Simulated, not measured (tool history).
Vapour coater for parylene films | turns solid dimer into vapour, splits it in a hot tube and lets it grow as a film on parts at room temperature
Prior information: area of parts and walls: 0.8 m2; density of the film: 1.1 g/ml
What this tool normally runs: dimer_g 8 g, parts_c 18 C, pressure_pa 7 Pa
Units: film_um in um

Run 1, hour 0: usual settings. Result: film_um 3.96 um.
Run 2, hour 19.9: usual settings but parts_c 10 C. Result: film_um 4.44 um.
Run 3, hour 60.5: usual settings but parts_c 10 C. Result: film_um 4.45 um.
Run 4, hour 88.1: usual settings but pressure_pa 2.04 Pa. Result: film_um 4.42 um.
Run 5, hour 127.6: usual settings but pressure_pa 2.04 Pa. Result: film_um 4.44 um.
Run 6, hour 148.4: usual settings but pressure_pa 2.04 Pa. Result: film_um 4.38 um.
Run 7, hour 188.6: usual settings but parts_c 19 C, pressure_pa 2.04 Pa. Result: film_um 4.3 um.
At hour 191.5: table's thermometer calibrated.
Run 8, hour 215.2: usual settings but parts_c 19 C, pressure_pa 2.04 Pa. Result: film_um 4.28 um.
Run 9, hour 243.1: usual settings but parts_c 19 C, pressure_pa 2.04 Pa. Result: film_um 4.22 um.
Run 10, hour 279.5: usual settings but dimer_g 12 g. Result: film_um 5.57 um.
At hour 288.3: table's thermometer calibrated, once more.
Run 11, hour 301.8: usual settings but dimer_g 12 g, parts_c 22 C. Result: film_um 5.26 um.
Run 12, hour 324.8: usual settings but pressure_pa 8.08 Pa. Result: film_um 3.59 um.
Run 13, hour 344.5: usual settings but dimer_g 4 g, parts_c 25 C, pressure_pa 9.2 Pa. Result: film_um 1.58 um.
Run 14, hour 376.4: usual settings but dimer_g 7 g. Result: film_um 3.22 um.
At hour 407: trap's valve overhauled.
Run 15, hour 424.8: usual settings but dimer_g 7 g, parts_c 11 C, pressure_pa 6.32 Pa. Result: film_um 4.08 um.
Run 16, hour 464.3: usual settings but pressure_pa 8.99 Pa. Result: film_um 3.93 um.
Run 17, hour 487: usual settings but dimer_g 12 g, parts_c 17 C. Result: film_um 6.22 um.
Run 18, hour 526.5: usual settings but dimer_g 4 g, parts_c 16 C. Result: film_um 2.05 um.
Run 19, hour 556.4: usual settings but dimer_g 4 g, parts_c 16 C. Result: film_um 2.09 um.
Run 20, hour 584.1: usual settings but dimer_g 9 g, parts_c 16 C, pressure_pa 5.71 Pa. Result: film_um 4.85 um.
Run 21, hour 616.8: usual settings but dimer_g 9 g, parts_c 16 C, pressure_pa 5.71 Pa. Result: film_um 4.79 um.

What will run 22 give?
Run 22, hour 638.5: usual settings but dimer_g 13 g, parts_c 12 C. Result: film_um ?.

Run 22 yielded film_um 7.11 um.
The same run, on a tool lacking any hidden state, would have yielded film_um 7.39 um.
